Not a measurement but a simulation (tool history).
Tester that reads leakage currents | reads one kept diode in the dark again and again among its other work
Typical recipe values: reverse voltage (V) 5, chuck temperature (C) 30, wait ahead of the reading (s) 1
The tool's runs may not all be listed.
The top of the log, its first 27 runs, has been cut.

run    hour  reverse voltage (V)  chuck temperature (C)  wait ahead of the reading (s)  current that the tester gives (pA)
 28  2004.8                 2.66                     47                           6.04                              263.61
 29    2084                 2.66                     47                           6.04                              259.58
 30  2133.8                 3.74                     36                           1.53                              127.02
 31  2216.9                 3.85                     25                           1.53                               53.38
 32  2278.2                 3.87                     51                              1                              382.66
 33  2356.9                10.45                     46                              1                              364.66
 34  2426.9                 5.97                     30                           0.74                                91.5
 35  2514.5                 5.97                     30                           0.74                               90.86
 36  2557.7                11.18                     36                           7.59                              176.08
 37  2638.8                11.18                     38                           0.75                              203.88
 38  2698.2                  1.3                     41                           9.58                              128.85
 39  2763.6                  2.2                     56                           2.29                              443.65

Forecast each of these 5 alternatives for the next run:
  A  2829.2                  2.2                     24                           2.29                                   ?
  B  2829.2                  2.2                     56                           0.55                                   ?
  C  2829.2                  2.8                     56                           2.29                                   ?
  D  2829.2                 2.81                     39                              9                                   ?
  E  2829.2                  2.2                     43                           1.11                                   ?

run  current that the tester gives (pA)
  A                                39.6
  B                              443.02
  C                              478.27
  D                              139.55
  E                              174.71
With the hidden condition removed and each run's random variation left untouched, the same runs would have given:
run  current that the tester gives (pA)
  A                               42.53
  B                              484.69
  C                              522.89
  D                              152.52
  E                              191.56

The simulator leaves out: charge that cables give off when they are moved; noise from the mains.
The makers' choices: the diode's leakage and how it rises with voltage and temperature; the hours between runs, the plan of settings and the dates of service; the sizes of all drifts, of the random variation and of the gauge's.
